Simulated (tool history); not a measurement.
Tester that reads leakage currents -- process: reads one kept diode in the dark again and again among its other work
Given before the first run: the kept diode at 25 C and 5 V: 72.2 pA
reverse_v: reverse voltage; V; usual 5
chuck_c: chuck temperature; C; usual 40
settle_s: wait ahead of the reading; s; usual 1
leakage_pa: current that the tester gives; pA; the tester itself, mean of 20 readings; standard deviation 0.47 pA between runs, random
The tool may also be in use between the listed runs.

run,day,reverse_v,chuck_c,settle_s,leakage_pa
1,0,5,40,1,232.07
2,1.112,5,40,1,231.93
3,1.904,5,40,1,231.81
4,3.179,1.59,40,1,128.17
5,3.808,1.59,40,1,128.13
6,5.129,1.59,40,1,127.56
7,6.171,1.59,40,1,127.75
8,7.296,1.59,40,1,127.19
9,8.55,1.59,40,0.41,128.18
10,9.438,1.59,40,0.41,127.24
11,10.779,1.59,40,0.41,127.21
12,12.221,1.59,40,0.41,127.13
13,13.196,5,40,1,226.72
14,13.804,5,40,1,227.64
15,14.933,5,40,5.95,225.21
16,16.304,5,49,1,428.18
17,16.971,5,49,1,429.17
18,17.962,1.38,40,1.51,116.47
19,18.954,1.28,40,6.33,111.48
20,19.917,1.28,40,6.33,111.1
21,21.296,1.28,24,3.28,32.28

Estimate the outcome of run 22 from the log above:
22,22.621,5,30,6,?

{"run 22": {"leakage_pa": 105.42}}
On a tool with no hidden condition, and with the same random variation, this run would have come out at leakage_pa 108.14 pA.

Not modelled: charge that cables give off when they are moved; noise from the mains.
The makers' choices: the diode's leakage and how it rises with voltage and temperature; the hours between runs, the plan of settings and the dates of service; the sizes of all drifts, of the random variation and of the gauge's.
